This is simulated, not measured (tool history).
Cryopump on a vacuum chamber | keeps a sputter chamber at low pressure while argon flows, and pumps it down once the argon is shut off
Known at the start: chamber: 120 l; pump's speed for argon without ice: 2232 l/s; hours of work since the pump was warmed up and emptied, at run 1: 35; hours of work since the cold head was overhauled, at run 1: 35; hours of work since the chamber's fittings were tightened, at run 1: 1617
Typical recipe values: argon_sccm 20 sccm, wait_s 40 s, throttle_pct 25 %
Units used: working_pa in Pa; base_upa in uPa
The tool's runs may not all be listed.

run	hour	argon_sccm	wait_s	throttle_pct	hours of work since the pump was warmed up and emptied	hours of work since the cold head was overhauled	hours of work since the chamber's fittings were tightened	working_pa	base_upa
1	0	20	40	25	35	35	1617	0.0608	2.06
2	25	20	40	25	55	55	1637	0.0615	2.18
3	50.8	20	40	25	76	76	1658	0.0606	2.18
4	74.8	20	40	25	95	95	1677	0.0618	2.25
5	100.6	20	40	25	116	116	1698	0.0622	2.29
6	121.4	20	40	25	133	133	1715	0.0625	2.23
7	145.5	20	40	25	152	152	1734	0.0616	2.29
8	182.7	20	40	25	182	182	1764	0.0638	2.32
9	205.5	20	40	25	201	201	1782	0.0637	2.45
10	228.9	20	40	25	219	219	1801	0.0628	2.39
11	270.1	9	40	25	253	253	1834	0.0289	2.5
12	297.3	9	40	25	275	275	1856	0.0282	2.6
13	330.5	34	40	25	301	301	1883	0.1093	2.62
14	352.7	34	40	25	319	319	1901	0.1086	2.7
15	396.6	34	40	24	355	355	1936	0.1139	2.67
16	440.7	34	40	24	390	390	1972	0.116	2.88
17	478.3	16	40	23	420	420	2002	0.0572	2.78
18	517.4	25	103	41	452	452	2034	0.0543	2.35
19	545.7	12	140	24	475	475	2057	0.042	2.45
# hour 556: leaking fittings of the chamber tightened, without venting
20	587.3	12	140	24	507	507	25	0.0417	0.49
21	614.8	29	140	24	529	529	47	0.1021	0.53
# hour 656.6: pump warmed up, emptied and cooled again
22	656.6	34	251	24	0	558	77	0.1088	0.34
23	690.9	34	251	24	28	586	105	0.1087	0.36
24	732.8	34	251	24	61	620	139	0.1094	0.35
25	755.6	38	47	48	80	638	157	0.0617	1.01
26	785.6	10	93	33	104	662	181	0.0237	0.68
27	821.8	22	131	42	133	692	210	0.0409	0.57
28	840.4	22	131	42	148	707	225	0.0424	0.61
29	871.3	20	283	25	173	732	250	0.063	0.47
30	908	19	283	19	203	761	280	0.0783	0.49
31	949.2	19	283	19	236	794	313	0.0785	0.5
32	978.8	19	283	19	260	818	337	0.0792	0.6

What differs in the tool's unlogged condition from the final listed run ahead of each entry between runs to the first listed run following it?
Runs 19 to 20: leaking fittings of the chamber tightened, without venting (hour 556)
  pump's speed, % of a pump's without ice: 70.5 -> 68.5; cold plate's temperature, K: 12.34 -> 12.36; leak into the chamber, uPa l/s: 3291 -> 351
  difference, measured minus the result without the unlogged condition, working_pa: +0.0039 -> +0.0043 Pa; base_upa: +2.05 -> +0.09 uPa
Runs 21 to 22: pump warmed up, emptied and cooled again (hour 656.6)
  pump's speed, % of a pump's without ice: 67 -> 99.6; cold plate's temperature, K: 12.37 -> 12.4; leak into the chamber, uPa l/s: 382 -> 427
  difference, measured minus the result without the unlogged condition, working_pa: +0.0111 -> +0.0003 Pa; base_upa: +0.12 -> +0.05 uPa
